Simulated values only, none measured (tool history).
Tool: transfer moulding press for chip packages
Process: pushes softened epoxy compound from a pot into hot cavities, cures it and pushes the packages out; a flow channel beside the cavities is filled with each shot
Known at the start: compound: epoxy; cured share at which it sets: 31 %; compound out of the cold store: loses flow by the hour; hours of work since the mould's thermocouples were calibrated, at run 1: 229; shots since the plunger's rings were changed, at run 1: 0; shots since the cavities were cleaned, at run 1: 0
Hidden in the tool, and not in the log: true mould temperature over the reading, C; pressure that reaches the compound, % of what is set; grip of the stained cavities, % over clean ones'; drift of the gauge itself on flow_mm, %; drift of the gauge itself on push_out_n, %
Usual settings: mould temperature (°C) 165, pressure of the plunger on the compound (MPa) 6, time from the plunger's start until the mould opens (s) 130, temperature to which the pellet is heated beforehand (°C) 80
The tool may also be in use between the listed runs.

| run | day | mould temperature (°C) | pressure of the plunger on the compound (MPa) | time from the plunger's start until the mould opens (s) | temperature to which the pellet is heated beforehand (°C) | hours of work since the mould's thermocouples were calibrated | shots since the plunger's rings were changed | shots since the cavities were cleaned | incoming compound's hours out of the cold store | length that the compound runs in the flow channel (mm) | greatest force on the pins that push the packages out (N) |
|---|---|---|---|---|---|---|---|---|---|---|---|
| 1 | 0 | 165 | 6 | 130 | 80 | 229 | 0 | 0 | 39.8 | 883 | 411 |
| 2 | 1.2 | 165 | 6 | 130 | 80 | 246 | 243 | 243 | 23.5 | 921 | 527 |
| 3 | 2.421 | 165 | 6 | 130 | 80 | 264 | 491 | 491 | 32.6 | 892 | 548 |
|  | 3.671 | cavities cleaned with cleaning compound and waxed |
| 4 | 3.671 | 165 | 6 | 130 | 80 | 281 | 732 | 0 | 45.2 | 847 | 408 |
| 5 | 4.492 | 165 | 6 | 130 | 80 | 293 | 899 | 167 | 14.9 | 949 | 490 |
|  | 6.067 | mould's thermocouples calibrated |
| 6 | 6.275 | 165 | 6 | 130 | 80 | 3 | 1244 | 512 | 47.6 | 842 | 577 |
|  | 7.404 | cavities cleaned with cleaning compound and waxed |
| 7 | 7.404 | 165 | 6 | 112 | 80 | 19 | 1461 | 0 | 40.6 | 857 | 548 |
| 8 | 8.725 | 165 | 6 | 120 | 80 | 38 | 1730 | 269 | 32.5 | 884 | 626 |
| 9 | 9.779 | 165 | 6 | 130 | 80 | 53 | 1944 | 483 | 31.9 | 867 | 588 |
|  | 11.121 | cavities cleaned with cleaning compound and waxed |
| 10 | 11.258 | 165 | 6 | 130 | 80 | 74 | 2231 | 28 | 24 | 891 | 442 |
| 11 | 12.388 | 165 | 6 | 115 | 80 | 91 | 2461 | 258 | 45.5 | 820 | 661 |
| 12 | 13.292 | 165 | 6 | 130 | 76 | 104 | 2644 | 441 | 37 | 851 | 588 |
|  | 14.762 | cavities cleaned with cleaning compound and waxed |
| 13 | 14.762 | 165 | 6 | 130 | 76 | 125 | 2930 | 0 | 10.3 | 919 | 452 |
|  | 16.021 | mould's thermocouples calibrated, once more |
| 14 | 16.425 | 165 | 6 | 130 | 80 | 6 | 3251 | 321 | 30.1 | 843 | 500 |
| 15 | 17.371 | 164 | 6 | 157 | 80 | 20 | 3442 | 512 | 21.7 | 879 | 460 |
|  | 18.533 | cavities cleaned with cleaning compound and waxed |
| 16 | 18.758 | 168 | 6 | 157 | 81 | 39 | 3711 | 45 | 13.2 | 880 | 336 |
| 17 | 19.725 | 168 | 6 | 157 | 81 | 53 | 3908 | 242 | 40.1 | 817 | 389 |
| 18 | 20.725 | 168 | 6 | 157 | 81 | 68 | 4112 | 446 | 32.5 | 820 | 427 |
| 19 | 21.808 | 173 | 6 | 126 | 80 | 84 | 4331 | 665 | 36.2 | 801 | 466 |
|  | 22.242 | cavities cleaned with cleaning compound and waxed |
| 20 | 23.067 | 167 | 6 | 134 | 80 | 101 | 4574 | 168 | 22.2 | 848 | 427 |
| 21 | 24.625 | 172 | 6 | 159 | 80 | 124 | 4890 | 484 | 24.6 | 815 | 440 |
| 22 | 25.546 | 172 | 6 | 159 | 72 | 138 | 5078 | 672 | 44.1 | 763 | 444 |
|  | 25.888 | cavities cleaned with cleaning compound and waxed |
| 23 | 27.267 | 165 | 6 | 161 | 70 | 162 | 5414 | 280 | 37.9 | 790 | 410 |
|  | 27.688 | plunger's sealing rings changed |
| 24 | 28.342 | 165 | 6 | 161 | 70 | 176 | 132 | 477 | 21.1 | 926 | 455 |
| 25 | 29.358 | 159 | 6.68 | 143 | 71 | 191 | 339 | 684 | 31.2 | 957 | 728 |
|  | 29.692 | cavities cleaned with cleaning compound and waxed |
| 26 | 31.2 | 172 | 5.54 | 124 | 88 | 217 | 700 | 306 | 18.3 | 877 | 425 |
| 27 | 32.017 | 172 | 5.54 | 124 | 88 | 229 | 866 | 472 | 19.7 | 869 | 463 |

Measured less the same run without the tool's hidden state. The same run-to-run variation is in both; the gauge's scatter may not be:
| run | length that the compound runs in the flow channel (mm) | greatest force on the pins that push the packages out (N) |
|---|---|---|
| 1 | +0 | +19 |
| 2 | -5 | +126 |
| 3 | -8 | +174 |
| 4 | -12 | +27 |
| 5 | -16 | +98 |
| 6 | -19 | +191 |
| 7 | -23 | +54 |
| 8 | -28 | +177 |
| 9 | -31 | +197 |
| 10 | -39 | +56 |
| 11 | -40 | +192 |
| 12 | -44 | +195 |
| 13 | -54 | +48 |
| 14 | -60 | +117 |
| 15 | -65 | +132 |
| 16 | -71 | +20 |
| 17 | -69 | +79 |
| 18 | -73 | +117 |
| 19 | -76 | +148 |
| 20 | -85 | +73 |
| 21 | -88 | +125 |
| 22 | -86 | +142 |
| 23 | -95 | +89 |
| 24 | -3 | +131 |
| 25 | -7 | +244 |
| 26 | -12 | +102 |
| 27 | -15 | +133 |
